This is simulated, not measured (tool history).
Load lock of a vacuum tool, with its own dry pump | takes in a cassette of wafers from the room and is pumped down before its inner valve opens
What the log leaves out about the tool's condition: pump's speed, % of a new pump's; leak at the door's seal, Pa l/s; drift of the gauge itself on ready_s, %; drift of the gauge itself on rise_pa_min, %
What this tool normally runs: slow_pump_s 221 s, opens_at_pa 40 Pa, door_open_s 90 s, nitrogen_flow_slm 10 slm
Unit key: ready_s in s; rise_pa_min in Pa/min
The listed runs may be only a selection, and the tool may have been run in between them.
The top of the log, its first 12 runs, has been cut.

run	hour	slow_pump_s	opens_at_pa	door_open_s	nitrogen_flow_slm	hours that the pump has run since its overhaul	times that the door has closed on its seal	incoming humidity of the room's air, %	ready_s	rise_pa_min
13	2319	221	40	90	37	3991	21040	47.5	278.7	0.078
14	2434.9	221	69	90	10	4106	21228	44.5	274.9	0.088
15	2615.7	221	69	90	10	4287	21522	45	273.6	0.095
16	2826.2	221	33	30	10	4498	21863	45	283	0.085
17	3074.6	159	80	90	10	4746	22267	46.1	217	0.097
18	3307.6	180	80	90	15	4979	22645	46.9	236	0.095
19	3434.3	221	40	90	15	5106	22850	43.9	279.5	0.089
20	3566.8	221	48	34	10	5238	23066	43.4	280.3	0.081
21	3797.3	221	48	34	10	5469	23440	44.6	279.4	0.085
22	4048.2	221	48	34	10	5720	23847	42.4	279.7	0.096
23	4250.2	134	51	66	10	5922	24175	43.1	199.6	0.095
24	4430.2	134	51	66	10	6102	24467	43.1	200.1	0.101
25	4537.9	134	51	66	10	6209	24642	43.7	201.2	0.102
26	4704.6	260	36	46	20	6376	24912	47.3	318.6	0.092
27	4948	260	36	46	20	6620	25307	42.2	318.9	0.093
28	5161.3	260	36	46	20	6833	25654	45.6	319.6	0.096
29	5338.7	343	55	90	10	7010	25942	44.4	391	0.111
30	5507.1	343	55	90	10	7179	26215	43.2	388	0.108

5 options for the next run, each taken on its own from the tool as it stands now. Forecast them:
A	5719.5	232	40	90	44	7391	26560	43.7	?	?
B	5719.5	221	40	32	10	7391	26560	45.4	?	?
C	5719.5	221	78	55	18	7391	26560	44.3	?	?
D	5719.5	211	40	90	10	7391	26560	46.8	?	?
E	5719.5	221	35	58	10	7391	26560	41.6	?	?

run	ready_s	rise_pa_min
A	292.2	0.109
B	283.2	0.102
C	275.4	0.108
D	272	0.113
E	283.9	0.117
Without the tool's unlogged condition, the same runs would have read:
run	ready_s	rise_pa_min
A	286.2	0.016
B	277	0.012
C	270	0.018
D	265.9	0.023
E	277.7	0.026
